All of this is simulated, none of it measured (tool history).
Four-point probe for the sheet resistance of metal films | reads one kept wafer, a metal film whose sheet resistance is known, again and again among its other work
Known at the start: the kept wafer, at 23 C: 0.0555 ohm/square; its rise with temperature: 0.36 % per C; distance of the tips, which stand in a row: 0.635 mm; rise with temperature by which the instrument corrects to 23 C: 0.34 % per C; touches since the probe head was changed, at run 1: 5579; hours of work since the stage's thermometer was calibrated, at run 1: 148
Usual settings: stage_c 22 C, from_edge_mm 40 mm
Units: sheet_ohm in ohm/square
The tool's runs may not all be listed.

run	day	stage_c	from_edge_mm	touches since the probe head was changed	hours of work since the stage's thermometer was calibrated	sheet_ohm
1	0.000	22	40	5579	148	0.055619
2	0.846	22	40	6052	163	0.055641
3	1.342	22	40	6329	172	0.055626
4	2.083	30	40	6744	186	0.055707
5	2.854	30	40	7176	200	0.055725
6	3.325	30	40	7439	209	0.055718
7	3.900	22	6	7760	219	0.055943
8	4.338	22	40	8006	227	0.055604
9	5.233	22	40	8506	244	0.055624
10	5.704	22	40	8771	253	0.055615
11	6.396	22	40	9158	265	0.055606
12	7.142	22	40	9574	279	0.055633
13	7.900	22	48	9998	293	0.055607
14	8.558	22	40	10368	305	0.055594
15	9.325	21	5	10796	319	0.056059
16	10.096	29	22	11227	333	0.055705
17	11.029	23	40	11748	350	0.055619
18	11.946	22	12	12261	367	0.055672
19	12.929	24	4	12813	385	0.056347
20	13.942	22	11	13379	404	0.055690
21	14.675	31	14	13790	417	0.055771
22	15.183	22	3	14073	427	0.056887
23	16.138	22	55	14608	444	0.055568
24	16.688	31	45	14914	454	0.055704
25	17.179	23	24	15192	463	0.055603
26	17.788	31	40	15531	474	0.055734
27	18.646	30	66	16011	490	0.055700

Forecast each of these 5 alternatives for the next run:
A	19.288	25	10	16370	502	?
B	19.288	29	22	16370	502	?
C	19.288	20	40	16370	502	?
D	19.288	23	66	16370	502	?
E	19.288	21	66	16370	502	?

run	sheet_ohm
A	0.055730
B	0.055702
C	0.055543
D	0.055601
E	0.055552
Without the tool's hidden state the same runs would have given:
run	sheet_ohm
A	0.055643
B	0.055615
C	0.055456
D	0.055514
E	0.055465
